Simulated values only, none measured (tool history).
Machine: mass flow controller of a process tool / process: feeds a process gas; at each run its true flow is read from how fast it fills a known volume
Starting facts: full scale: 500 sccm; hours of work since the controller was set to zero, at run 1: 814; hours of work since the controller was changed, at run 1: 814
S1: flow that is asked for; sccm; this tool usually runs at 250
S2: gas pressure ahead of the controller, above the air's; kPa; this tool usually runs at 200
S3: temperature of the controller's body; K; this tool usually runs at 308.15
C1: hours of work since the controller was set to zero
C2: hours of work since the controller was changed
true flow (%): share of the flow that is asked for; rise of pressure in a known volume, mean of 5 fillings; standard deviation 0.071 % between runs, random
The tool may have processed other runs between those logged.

Run 1, day 0.000: usual settings; C1 814; C2 814. Result: true flow (%) 100.59.
Run 2, day 22.621: usual settings; C1 1229; C2 1229. Result: true flow (%) 100.69.
Run 3, day 34.838: usual settings; C1 1453; C2 1453. Result: true flow (%) 100.71.
Run 4, day 58.250: usual settings but S1 260 sccm; C1 1882; C2 1882. Result: true flow (%) 101.00.
At day 59.333: controller's zero set anew.
Run 5, day 81.342: usual settings; C1 404; C2 2305. Result: true flow (%) 101.31.
Run 6, day 99.750: usual settings; C1 741; C2 2643. Result: true flow (%) 101.42.
Run 7, day 120.562: usual settings; C1 1123; C2 3024. Result: true flow (%) 101.63.
Run 8, day 137.862: usual settings but S2 224 kPa, S3 305.15 K; C1 1440; C2 3342. Result: true flow (%) 101.40.
At day 152.333: controller's zero set anew, once more.
Run 9, day 154.983: usual settings but S1 52 sccm, S3 311.15 K; C1 49; C2 3655. Result: true flow (%) 99.33.
Run 10, day 174.700: usual settings but S1 52 sccm, S3 311.15 K; C1 410; C2 4017. Result: true flow (%) 99.93.
Run 11, day 184.604: usual settings but S1 52 sccm, S2 228 kPa; C1 592; C2 4198. Result: true flow (%) 100.13.
Run 12, day 197.329: usual settings but S1 88 sccm, S3 300.15 K; C1 825; C2 4432. Result: true flow (%) 99.15.

Each row is a separate what-if for the run after 12, all from the same tool condition, not one after another. Results?
Run A, day 215.246: usual settings but S1 91 sccm, S2 140 kPa, S3 297.15 K; C1 1154; C2 4760. Result: true flow (%) ?.
Run B, day 215.246: usual settings but S1 485 sccm, S2 152 kPa, S3 300.15 K; C1 1154; C2 4760. Result: true flow (%) ?.
Run C, day 215.246: usual settings but S2 268 kPa; C1 1154; C2 4760. Result: true flow (%) ?.

run  true flow (%)
  A          98.84
  B         100.09
  C         100.38
Without the tool's unlogged condition, the same runs would have read:
run  true flow (%)
  A          97.61
  B          99.89
  C          99.95

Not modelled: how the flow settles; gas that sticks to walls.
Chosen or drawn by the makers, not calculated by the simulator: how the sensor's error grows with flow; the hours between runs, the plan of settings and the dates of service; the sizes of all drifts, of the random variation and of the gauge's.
